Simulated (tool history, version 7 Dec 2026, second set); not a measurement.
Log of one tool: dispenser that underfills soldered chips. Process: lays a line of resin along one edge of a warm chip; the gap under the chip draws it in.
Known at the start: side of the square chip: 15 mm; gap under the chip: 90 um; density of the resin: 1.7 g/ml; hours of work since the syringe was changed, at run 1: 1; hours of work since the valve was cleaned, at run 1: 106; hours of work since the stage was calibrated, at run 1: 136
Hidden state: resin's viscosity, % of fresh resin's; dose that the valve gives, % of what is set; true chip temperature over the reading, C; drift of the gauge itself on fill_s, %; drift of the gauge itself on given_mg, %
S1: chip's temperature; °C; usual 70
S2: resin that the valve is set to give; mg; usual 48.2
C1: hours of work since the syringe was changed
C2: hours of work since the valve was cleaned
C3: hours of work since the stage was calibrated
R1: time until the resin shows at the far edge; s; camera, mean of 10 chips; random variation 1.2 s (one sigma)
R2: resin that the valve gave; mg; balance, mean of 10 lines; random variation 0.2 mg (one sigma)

run 1 hour=0 | S1=70 S2=48.2 | C1=1 C2=106 C3=136 | R1=123.8 R2=44.13
-- hour=8.9 dispensing valve cleaned and set on the balance
-- hour=11.9 new syringe of resin
run 2 hour=13.3 | S1=70 S2=48.2 | C1=1 C2=3 C3=144 | R1=121.9 R2=48.21
-- hour=24.9 new syringe of resin
run 3 hour=29.7 | S1=70 S2=48.2 | C1=3 C2=14 C3=155 | R1=151.7 R2=47.51
-- hour=37.2 new syringe of resin
run 4 hour=38.8 | S1=70 S2=48.2 | C1=1 C2=20 C3=161 | R1=128.5 R2=47.7
-- hour=49.4 new syringe of resin
run 5 hour=49.7 | S1=70 S2=48.2 | C1=0 C2=27 C3=169 | R1=112.4 R2=47.63
run 6 hour=58.9 | S1=70 S2=55.2 | C1=7 C2=34 C3=175 | R1=193.3 R2=54.13
-- hour=61.5 new syringe of resin
run 7 hour=66.9 | S1=70 S2=55.2 | C1=4 C2=39 C3=180 | R1=152.7 R2=53.32
-- hour=74.4 new syringe of resin
run 8 hour=76.4 | S1=70 S2=48.2 | C1=1 C2=45 C3=187 | R1=125.6 R2=46.41
-- hour=87.4 new syringe of resin
run 9 hour=91.1 | S1=70 S2=48.2 | C1=2 C2=55 C3=197 | R1=140.2 R2=46.1
-- hour=100 new syringe of resin
run 10 hour=100.4 | S1=70 S2=48.2 | C1=0 C2=61 C3=203 | R1=112.4 R2=45.88
run 11 hour=107.4 | S1=70 S2=48.2 | C1=5 C2=66 C3=208 | R1=174 R2=45.5
-- hour=112.5 new syringe of resin
run 12 hour=116.7 | S1=67 S2=48.2 | C1=3 C2=72 C3=214 | R1=164.8 R2=45.74
run 13 hour=123.8 | S1=70 S2=47.2 | C1=8 C2=77 C3=219 | R1=225.8 R2=44.23
-- hour=125.5 new syringe of resin
run 14 hour=134.7 | S1=70 S2=47.2 | C1=6 C2=85 C3=226 | R1=206.4 R2=44.32
-- hour=138.6 new syringe of resin
run 15 hour=142 | S1=70 S2=47.2 | C1=2 C2=89 C3=231 | R1=139.4 R2=44
-- hour=151 new syringe of resin
run 16 hour=153 | S1=70 S2=47.2 | C1=1 C2=97 C3=238 | R1=129.2 R2=43.42
run 17 hour=160.6 | S1=70 S2=47.2 | C1=7 C2=102 C3=243 | R1=202.8 R2=43.46
-- hour=163.2 new syringe of resin
run 18 hour=168.9 | S1=64 S2=48.2 | C1=4 C2=107 C3=249 | R1=201.6 R2=43.94
-- hour=175.8 new syringe of resin
-- hour=176.8 dispensing valve cleaned and set on the balance
run 19 hour=177.8 | S1=64 S2=48.2 | C1=1 C2=1 C3=254 | R1=146.4 R2=48.1
run 20 hour=187.9 | S1=85 S2=49 | C1=8 C2=8 C3=261 | R1=128.5 R2=48.8
-- hour=189.4 new syringe of resin
run 21 hour=198.2 | S1=85 S2=49 | C1=6 C2=15 C3=268 | R1=113.8 R2=48.26
-- hour=201.5 new syringe of resin
run 22 hour=210.6 | S1=71 S2=44.5 | C1=6 C2=23 C3=276 | R1=190.7 R2=43.72
-- hour=214.6 new syringe of resin
run 23 hour=224.8 | S1=71 S2=44.5 | C1=7 C2=32 C3=286 | R1=206.8 R2=43.33
-- hour=227.1 new syringe of resin
-- hour=239.5 new syringe of resin
run 24 hour=239.5 | S1=63 S2=48.2 | C1=0 C2=42 C3=296 | R1=143.2 R2=46.7
-- hour=252.2 new syringe of resin
run 25 hour=253.2 | S1=63 S2=48.2 | C1=1 C2=51 C3=305 | R1=156.2 R2=45.91
run 26 hour=260.6 | S1=72 S2=48.2 | C1=6 C2=56 C3=310 | R1=173 R2=45.82
-- hour=264.6 new syringe of resin
run 27 hour=268.7 | S1=72 S2=48.2 | C1=3 C2=62 C3=315 | R1=131.3 R2=45.54
-- hour=277.7 new syringe of resin
run 28 hour=283.6 | S1=77 S2=55.6 | C1=4 C2=72 C3=325 | R1=122.2 R2=51.9
-- hour=289.9 new syringe of resin
run 29 hour=296.3 | S1=69 S2=48.2 | C1=4 C2=80 C3=334 | R1=166.4 R2=44.68
-- hour=302.8 new syringe of resin
run 30 hour=313 | S1=69 S2=48.2 | C1=7 C2=92 C3=345 | R1=219.1 R2=44.66
-- hour=315.3 new syringe of resin
run 31 hour=324.4 | S1=70 S2=46.5 | C1=6 C2=99 C3=353 | R1=194.6 R2=42.44
-- hour=328.1 new syringe of resin
run 32 hour=336.1 | S1=75 S2=43 | C1=5 C2=107 C3=361 | R1=163.1 R2=39.22
-- hour=340.3 new syringe of resin
-- hour=344.9 dispensing valve cleaned and set on the balance
run 33 hour=345.5 | S1=84 S2=58.5 | C1=3 C2=0 C3=366 | R1=86.4 R2=58.21
-- hour=353.4 new syringe of resin
run 34 hour=358.9 | S1=57 S2=58 | C1=4 C2=9 C3=375 | R1=240 R2=57.23

Hidden state or all else? Some run-to-run changes of R1, split into what the settings, what came in and random variation would give without the hidden state, and what is left for the hidden state (with any gauge scatter that isn't in both results):
Run 5 -> 6: S2 48.2 -> 55.2. R1 +80.9 s: hidden state +83.8, all else -2.9.
Run 12 -> 13: S1 67 -> 70, S2 48.2 -> 47.2. R1 +61 s: hidden state +76.1, all else -15.1.
Run 21 -> 22: S1 85 -> 71, S2 49 -> 44.5, new syringe of resin. R1 +76.9 s: hidden state +33.1, all else +43.8.
Run 23 -> 24: S1 71 -> 63, S2 44.5 -> 48.2, new syringe of resin, new syringe of resin. R1 -63.6 s: hidden state -99.4, all else +35.8.
Run 33 -> 34: S1 84 -> 57, S2 58.5 -> 58, new syringe of resin. R1 +153.6 s: hidden state +41.4, all else +112.2.
